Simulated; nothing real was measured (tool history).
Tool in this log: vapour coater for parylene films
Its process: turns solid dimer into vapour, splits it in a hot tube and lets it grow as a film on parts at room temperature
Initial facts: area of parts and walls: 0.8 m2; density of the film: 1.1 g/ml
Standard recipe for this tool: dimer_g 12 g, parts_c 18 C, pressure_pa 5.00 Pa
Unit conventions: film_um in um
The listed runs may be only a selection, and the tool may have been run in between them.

run	hour	dimer_g	parts_c	pressure_pa	film_um
1	0.0	12	18	5.00	9.45
2	8.1	12	18	5.00	9.44
3	17.9	12	18	5.00	9.47
4	26.0	12	18	5.00	9.40
5	41.4	12	18	5.00	9.44
6	50.5	12	18	5.00	9.50
# hour 52.3: table's thermometer calibrated
7	65.9	7	18	5.00	5.48
8	81.8	12	17	5.00	9.62
9	90.9	12	17	5.00	9.66
10	103.6	18	18	2.17	16.93
# hour 114.5: table's thermometer calibrated, once more
11	117.5	6	27	8.95	3.09
12	133.8	8	11	4.16	8.15
13	144.6	14	12	5.37	13.16
14	156.6	14	12	5.37	13.25
15	171.0	14	13	10.69	10.93
16	180.4	5	10	6.53	4.74
17	188.2	15	15	4.32	13.59

Below are 5 alternative next runs, each starting from the tool's condition after run 17. Predict each:
A	200.3	15	17	4.32	?
B	200.3	12	20	11.16	?
C	200.3	20	15	4.12	?
D	200.3	5	15	2.41	?
E	200.3	12	29	5.00	?

run	film_um
A	12.60
B	7.33
C	18.05
D	5.11
E	6.55
Without the tool's unlogged condition, the same runs would have read:
run	film_um
A	12.91
B	7.51
C	18.50
D	5.24
E	6.71
